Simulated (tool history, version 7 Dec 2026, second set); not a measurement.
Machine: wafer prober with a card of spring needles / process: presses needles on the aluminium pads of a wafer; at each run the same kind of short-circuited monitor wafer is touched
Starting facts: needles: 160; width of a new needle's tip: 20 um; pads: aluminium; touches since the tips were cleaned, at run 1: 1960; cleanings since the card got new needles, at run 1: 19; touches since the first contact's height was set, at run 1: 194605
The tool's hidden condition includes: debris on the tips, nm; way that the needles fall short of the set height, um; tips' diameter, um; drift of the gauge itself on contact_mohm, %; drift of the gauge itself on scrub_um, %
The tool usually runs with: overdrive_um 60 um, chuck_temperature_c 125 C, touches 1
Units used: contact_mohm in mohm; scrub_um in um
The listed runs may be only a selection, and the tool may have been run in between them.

run,hour,overdrive_um,chuck_temperature_c,touches,touches since the tips were cleaned,cleanings since the card got new needles,touches since the first contact's height was set,contact_mohm,scrub_um
1,0.0,60,125,1,1960,19,194605,166,8.13
2,14.1,60,125,1,8244,19,200889,189,8.07
# hour 16.2: tips cleaned on abrasive film
3,29.2,60,125,2,5814,20,207594,171,8.01
# hour 36.7: tips cleaned on abrasive film
4,39.2,60,125,2,1099,21,212013,161,8.16
5,55.0,60,61,2,8165,21,219079,166,8.03
# hour 56.4: tips cleaned on abrasive film
# hour 67.5: height of the first contact set anew
# hour 75.7: tips cleaned on abrasive film
6,75.8,60,61,2,54,23,3694,145,8.03
# hour 96.0: tips cleaned on abrasive film
7,97.6,60,125,1,712,24,13379,165,8.00
# hour 107.3: height of the first contact set anew, once more
# hour 116.5: tips cleaned on abrasive film
8,116.5,60,72,1,0,25,4069,146,8.40
9,125.7,60,72,1,4115,25,8184,170,8.36
# hour 136.5: tips cleaned on abrasive film
10,140.6,60,125,1,1835,26,14784,166,8.31
11,152.5,60,125,1,7130,26,20079,184,8.24
# hour 156.2: tips cleaned on abrasive film
12,167.9,60,125,1,5255,27,26952,180,8.29
# hour 176.6: tips cleaned on abrasive film
13,178.3,60,27,1,725,28,31512,146,8.29
14,194.5,60,27,1,7976,28,38763,178,8.23
# hour 196.3: tips cleaned on abrasive film
15,207.1,60,27,1,4819,29,44333,166,8.27
# hour 215.8: tips cleaned on abrasive film
16,217.6,60,27,1,844,30,49015,146,8.31
17,232.1,60,50,3,7282,30,55453,155,8.21
# hour 235.2: tips cleaned on abrasive film
18,245.5,60,50,3,4607,31,61425,150,8.20
# hour 255.6: tips cleaned on abrasive film
19,267.1,60,125,2,5104,32,70994,169,8.21
# hour 275.1: tips cleaned on abrasive film
20,288.4,60,125,2,5926,33,80482,172,8.13
# hour 294.5: tips cleaned on abrasive film
21,302.4,41,125,1,3506,34,86678,209,5.56
# hour 314.7: tips cleaned on abrasive film
22,323.7,74,125,3,4035,35,96156,154,10.10
# hour 333.8: tips cleaned on abrasive film
23,336.8,74,125,3,1350,36,101959,152,10.16
# hour 353.9: tips cleaned on abrasive film
24,358.3,74,125,3,1946,37,111516,154,10.05
25,372.5,71,86,2,8314,37,117884,159,9.63
# hour 374.7: tips cleaned on abrasive film
26,387.6,57,52,1,5773,38,124567,182,7.72
# hour 395.0: tips cleaned on abrasive film
27,402.0,42,86,2,3127,39,130954,184,5.62
# hour 415.1: tips cleaned on abrasive film
28,419.4,47,86,2,1883,40,138658,166,6.34

What if the next run were any one of these 3? Each begins from the tool's condition after run 28:
# hour 434.2: tips cleaned on abrasive film
A,435.5,49,114,3,598,41,145837,?,?
# hour 434.2: tips cleaned on abrasive film
B,435.5,76,34,1,598,41,145837,?,?
# hour 434.2: tips cleaned on abrasive film
C,435.5,63,30,3,598,41,145837,?,?

run,contact_mohm,scrub_um
A,161,6.57
B,141,10.35
C,138,8.53
Had the tool no hidden state, the same runs would have come out as:
run,contact_mohm,scrub_um
A,155,6.80
B,134,10.58
C,134,8.76
